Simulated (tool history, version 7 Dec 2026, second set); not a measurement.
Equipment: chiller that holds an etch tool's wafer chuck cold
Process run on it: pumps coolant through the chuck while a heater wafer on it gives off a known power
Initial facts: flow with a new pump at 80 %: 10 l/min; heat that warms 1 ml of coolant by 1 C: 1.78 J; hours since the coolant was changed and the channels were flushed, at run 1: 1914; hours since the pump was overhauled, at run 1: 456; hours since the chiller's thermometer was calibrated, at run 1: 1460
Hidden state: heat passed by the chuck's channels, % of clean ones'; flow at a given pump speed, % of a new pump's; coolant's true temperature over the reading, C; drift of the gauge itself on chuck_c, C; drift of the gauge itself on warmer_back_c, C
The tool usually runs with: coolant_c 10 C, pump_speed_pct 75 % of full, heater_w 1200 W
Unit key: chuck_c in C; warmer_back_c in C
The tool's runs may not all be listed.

run	hour	coolant_c	pump_speed_pct	heater_w	hours since the coolant was changed and the channels were flushed	hours since the pump was overhauled	hours since the chiller's thermometer was calibrated	chuck_c	warmer_back_c
1	0.0	10	75	1200	1914	456	1460	19.6	4.35
2	59.5	10	68	1200	1973	515	1520	20.3	4.85
3	121.6	10	75	1200	2035	577	1582	19.4	4.36
4	170.5	10	75	1200	2084	626	1631	19.4	4.32
5	224.2	5	75	1200	2138	680	1684	14.2	4.33
6	266.6	10	75	1200	2180	722	1727	19.5	4.39
7	320.1	10	81	1200	2234	776	1780	19.1	3.94
8	398.9	18	75	1200	2313	855	1859	27.5	4.31
9	459.4	10	75	1200	2373	915	1919	19.7	4.28
10	524.0	5	90	1182	2438	980	1984	13.1	3.45
11	567.2	2	91	1740	2481	1023	2027	14.0	4.97
12	608.9	2	67	1740	2523	1065	2069	17.1	7.08
13	687.5	2	67	1740	2601	1143	2148	17.0	7.11
14	723.6	2	67	1740	2637	1179	2184	17.1	7.05
15	784.7	2	64	1374	2698	1241	2245	14.4	5.91
16	832.2	2	64	1374	2746	1288	2292	14.5	5.86
17	906.5	11	64	1374	2820	1362	2367	23.4	5.90
18	950.7	2	82	751	2864	1406	2411	7.6	2.33

Predict each of these 5 candidate next runs independently; none follows another, all start after run 18:
A	997.8	10	75	969	2911	1454	2458	?	?
B	997.8	19	61	1201	2911	1454	2458	?	?
C	997.8	2	62	1593	2911	1454	2458	?	?
D	997.8	18	82	751	2911	1454	2458	?	?
E	997.8	8	85	966	2911	1454	2458	?	?

run	chuck_c	warmer_back_c
A	17.8	3.37
B	30.3	5.35
C	16.6	7.04
D	23.7	2.35
E	15.0	2.88
Stripped of hidden state, with their random variation kept, the same runs would have yielded:
run	chuck_c	warmer_back_c
A	17.8	3.49
B	30.3	5.47
C	16.6	7.16
D	23.7	2.48
E	15.0	3.01

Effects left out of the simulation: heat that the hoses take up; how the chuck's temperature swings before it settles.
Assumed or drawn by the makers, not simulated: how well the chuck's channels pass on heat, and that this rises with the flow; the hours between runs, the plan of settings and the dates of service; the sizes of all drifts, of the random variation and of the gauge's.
